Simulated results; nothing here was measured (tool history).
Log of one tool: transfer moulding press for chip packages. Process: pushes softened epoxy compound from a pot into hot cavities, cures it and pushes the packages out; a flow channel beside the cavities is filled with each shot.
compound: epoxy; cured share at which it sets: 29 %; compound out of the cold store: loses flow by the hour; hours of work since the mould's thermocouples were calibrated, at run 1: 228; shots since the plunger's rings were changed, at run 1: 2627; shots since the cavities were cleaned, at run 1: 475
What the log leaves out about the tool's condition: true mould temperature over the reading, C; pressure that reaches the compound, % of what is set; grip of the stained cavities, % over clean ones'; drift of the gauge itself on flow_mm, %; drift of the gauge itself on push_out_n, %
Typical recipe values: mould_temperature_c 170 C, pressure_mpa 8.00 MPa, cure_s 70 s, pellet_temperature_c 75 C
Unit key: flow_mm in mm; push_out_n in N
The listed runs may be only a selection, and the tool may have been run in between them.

run,day,mould_temperature_c,pressure_mpa,cure_s,pellet_temperature_c,hours of work since the mould's thermocouples were calibrated,shots since the plunger's rings were changed,shots since the cavities were cleaned,incoming compound's hours out of the cold store,flow_mm,push_out_n
1,0.000,170,8.00,70,75,228,2627,475,11.7,900,549
2,0.333,170,8.00,70,75,233,2741,589,39.1,801,560
3,0.979,170,8.00,70,72,242,2962,810,21.3,856,594
# day 1.500: cavities cleaned with cleaning compound and waxed
4,1.750,170,8.00,70,72,252,3204,85,28.9,832,354
5,2.317,170,8.00,70,72,261,3399,280,42.1,780,456
6,2.896,170,8.00,70,72,269,3598,479,21.1,850,547
7,3.300,170,7.58,70,67,275,3736,617,29.1,800,541
8,3.683,167,7.58,64,67,281,3868,749,10.3,881,979
# day 4.362: cavities cleaned with cleaning compound and waxed
9,4.471,170,8.27,70,75,291,4115,36,41.0,795,310
10,4.967,170,8.27,70,75,298,4285,206,28.1,846,430
11,5.483,164,9.08,60,76,306,4463,384,29.8,882,1170
12,6.162,170,7.09,55,75,316,4695,616,42.7,709,1030

Per-run results on a tool with no hidden state, each run keeping its own random variation:
run,flow_mm,push_out_n
1,930,270
2,829,271
3,888,275
4,866,269
5,814,261
6,890,279
7,839,259
8,925,456
9,837,263
10,893,263
11,933,622
12,753,494
